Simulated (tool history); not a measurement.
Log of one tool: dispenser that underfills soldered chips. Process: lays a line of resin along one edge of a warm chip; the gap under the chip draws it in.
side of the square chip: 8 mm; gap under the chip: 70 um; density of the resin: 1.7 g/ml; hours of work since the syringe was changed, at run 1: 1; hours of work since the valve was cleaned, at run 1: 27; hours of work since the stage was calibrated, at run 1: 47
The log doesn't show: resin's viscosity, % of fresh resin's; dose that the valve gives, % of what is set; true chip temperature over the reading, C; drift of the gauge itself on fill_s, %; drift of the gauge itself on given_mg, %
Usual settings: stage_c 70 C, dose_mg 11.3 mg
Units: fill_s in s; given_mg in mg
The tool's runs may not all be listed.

| run | hour | stage_c | dose_mg | hours of work since the syringe was changed | hours of work since the valve was cleaned | hours of work since the stage was calibrated | fill_s | given_mg |
|---|---|---|---|---|---|---|---|---|
| 1 | 0 | 70 | 11.3 | 1 | 27 | 47 | 77.3 | 11.27 |
| 2 | 5.4 | 70 | 11.3 | 5 | 31 | 51 | 98 | 11.09 |
| 3 | 11.4 | 70 | 13.7 | 9 | 35 | 54 | 122.8 | 13.33 |
|  | 15.9 | new syringe of resin |
| 4 | 17.6 | 70 | 13.7 | 1 | 38 | 58 | 73.2 | 13.46 |
| 5 | 24.4 | 70 | 13.7 | 6 | 43 | 63 | 97.1 | 13.25 |
| 6 | 27.8 | 70 | 12.2 | 8 | 45 | 65 | 112 | 11.93 |
| 7 | 33.1 | 70 | 12.2 | 11 | 49 | 69 | 138.8 | 11.9 |
|  | 33.8 | new syringe of resin |
| 8 | 37.3 | 70 | 11.3 | 2 | 51 | 71 | 82.2 | 11.02 |
| 9 | 41.1 | 70 | 11.3 | 5 | 54 | 74 | 95 | 11.1 |
| 10 | 48.7 | 70 | 11.3 | 10 | 59 | 79 | 130.7 | 11.02 |
|  | 51.8 | new syringe of resin |
| 11 | 55.5 | 70 | 11.3 | 2 | 63 | 83 | 82.7 | 10.85 |
| 12 | 60.4 | 70 | 11.3 | 6 | 66 | 86 | 99.4 | 10.92 |
| 13 | 67.3 | 70 | 13.7 | 10 | 71 | 91 | 126 | 13.12 |
|  | 69.5 | new syringe of resin |
| 14 | 75.4 | 70 | 11.3 | 4 | 76 | 96 | 88.9 | 10.85 |
| 15 | 79.6 | 70 | 11.3 | 7 | 78 | 98 | 106.8 | 10.71 |
| 16 | 82.8 | 70 | 11.3 | 9 | 81 | 101 | 120.1 | 10.76 |
|  | 87.7 | new syringe of resin |
| 17 | 89.1 | 70 | 9.7 | 1 | 84 | 104 | 77.1 | 9.26 |
|  | 95.1 | dispensing valve cleaned and set on the balance |
| 18 | 96.5 | 57 | 13.9 | 5 | 1 | 109 | 176.5 | 13.86 |
| 19 | 100.4 | 70 | 13.4 | 8 | 3 | 111 | 112.7 | 13.22 |
|  | 106.8 | new syringe of resin |
| 20 | 108 | 73 | 13.5 | 1 | 8 | 116 | 64.9 | 13.32 |
| 21 | 113 | 61 | 10.7 | 4 | 12 | 119 | 139.8 | 10.62 |
| 22 | 120.2 | 61 | 10.7 | 9 | 16 | 124 | 186.8 | 10.6 |
| 23 | 123.8 | 82 | 13.3 | 11 | 19 | 126 | 79.7 | 13.12 |
|  | 124.8 | new syringe of resin |
| 24 | 129.8 | 81 | 14.4 | 3 | 22 | 130 | 51.6 | 14.28 |
| 25 | 136.2 | 62 | 10.9 | 7 | 27 | 134 | 165.1 | 10.71 |

Forecast run 26:
| 26 | 140.7 | 75 | 12.1 | 10 | 30 | 137 | ? | ? |

{"run 26": {"fill_s": 106.6, "given_mg": 11.91}}
Without the tool's hidden state the same run would have given fill_s 56.3 s, given_mg 12.13 mg.

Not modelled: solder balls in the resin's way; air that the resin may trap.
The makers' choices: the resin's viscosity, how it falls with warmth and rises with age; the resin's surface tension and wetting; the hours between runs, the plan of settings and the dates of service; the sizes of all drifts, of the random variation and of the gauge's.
